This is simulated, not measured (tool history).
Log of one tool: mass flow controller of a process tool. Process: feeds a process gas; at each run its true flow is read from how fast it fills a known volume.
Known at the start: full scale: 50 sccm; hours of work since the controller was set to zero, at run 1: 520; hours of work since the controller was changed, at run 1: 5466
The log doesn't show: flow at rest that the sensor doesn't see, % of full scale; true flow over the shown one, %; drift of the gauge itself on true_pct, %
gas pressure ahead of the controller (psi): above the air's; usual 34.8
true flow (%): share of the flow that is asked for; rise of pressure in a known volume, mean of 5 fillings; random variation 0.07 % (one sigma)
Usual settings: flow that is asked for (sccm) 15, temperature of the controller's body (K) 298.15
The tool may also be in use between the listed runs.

run,hour,flow that is asked for (sccm),gas pressure ahead of the controller (psi),temperature of the controller's body (K),hours of work since the controller was set to zero,hours of work since the controller was changed,true flow (%)
1,0,15,34.8,298.15,520,5466,98.09
2,229,15,34.8,298.15,665,5612,98.04
3,542.6,15,34.8,298.15,864,5811,97.78
4,869.2,15,34.8,298.15,1072,6019,97.46
5,1133.7,15,34.8,298.15,1240,6187,97.39
6,1448.8,15,34.8,304.15,1440,6387,96.82
7,1658,15,34.8,304.15,1573,6520,96.67
8,1954.9,15,34.8,304.15,1762,6708,96.47
9,2105.9,15,34.8,298.15,1858,6804,96.66
10,2422.8,15,34.8,298.15,2059,7006,96.33
11,2729.5,15,34.8,298.15,2254,7201,96.16
12,2946.6,15,34.8,296.15,2392,7339,96.31
13,3091.7,15,34.8,296.15,2484,7431,95.97
14,3240.9,40,30.9,301.15,2579,7526,96.87
15,3492,40,30.9,301.15,2738,7685,96.83
16,3660.4,8,40.5,298.15,2845,7792,95.35
# hour 3838: gauge calibrated
17,3962,8,40.5,298.15,3037,7984,97.8
18,4214.4,35,34.8,298.15,3198,8144,99.08
19,4444.3,13,38.3,293.15,3344,8290,97.98
20,4580.8,15,31,304.15,3430,8377,97.16
21,4712.3,9,25.1,313.15,3514,8461,96.23

Measured less the same run without the tool's hidden state. The same run-to-run variation is in both; the gauge's scatter may not be:
run,true flow (%)
1,+0
2,-0.17
3,-0.39
4,-0.63
5,-0.82
6,-1.04
7,-1.2
8,-1.41
9,-1.52
10,-1.75
11,-1.97
12,-2.13
13,-2.23
14,-2.37
15,-2.55
16,-2.64
17,-0.1
18,-0.28
19,-0.45
20,-0.54
21,-0.64
